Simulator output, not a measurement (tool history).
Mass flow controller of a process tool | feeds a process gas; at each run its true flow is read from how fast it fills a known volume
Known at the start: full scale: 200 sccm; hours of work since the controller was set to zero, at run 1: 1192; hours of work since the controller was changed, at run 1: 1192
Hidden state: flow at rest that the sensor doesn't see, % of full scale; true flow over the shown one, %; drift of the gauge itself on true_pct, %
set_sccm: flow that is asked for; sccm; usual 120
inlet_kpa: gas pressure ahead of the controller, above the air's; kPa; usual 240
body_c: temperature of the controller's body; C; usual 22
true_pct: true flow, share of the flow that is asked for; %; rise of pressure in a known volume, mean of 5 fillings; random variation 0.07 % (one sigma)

run,hour,set_sccm,inlet_kpa,body_c,hours of work since the controller was set to zero,hours of work since the controller was changed,true_pct
1,0.0,120,240,22,1192,1192,99.16
2,452.6,120,240,22,1432,1432,99.12
3,691.2,120,240,22,1559,1559,98.98
4,997.7,64,240,22,1722,1722,98.19
5,1330.6,59,240,22,1899,1899,98.07
6,1722.6,59,240,22,2107,2107,98.00
7,2104.6,120,240,22,2310,2310,98.76
8,2611.6,120,240,22,2579,2579,98.62
9,3065.4,120,246,22,2820,2820,98.64
10,3490.0,174,271,22,3046,3046,99.34
11,3966.1,174,271,22,3299,3299,99.18
12,4358.2,174,271,22,3507,3507,99.26
13,4810.7,174,271,22,3748,3748,99.07
14,5060.0,82,242,32,3880,3880,98.40
15,5579.1,21,240,22,4156,4156,96.95
# hour 5850.4: gauge calibrated
16,5856.2,120,220,27,4303,4303,99.18
17,6355.6,40,240,22,4568,4568,97.94

Measured less the same run without the tool's hidden state. The same run-to-run variation is in both; the gauge's scatter may not be:
run,true_pct
1,+0.00
2,-0.07
3,-0.12
4,-0.16
5,-0.22
6,-0.28
7,-0.35
8,-0.44
9,-0.52
10,-0.59
11,-0.66
12,-0.74
13,-0.82
14,-0.85
15,-0.91
16,+0.01
17,-0.07
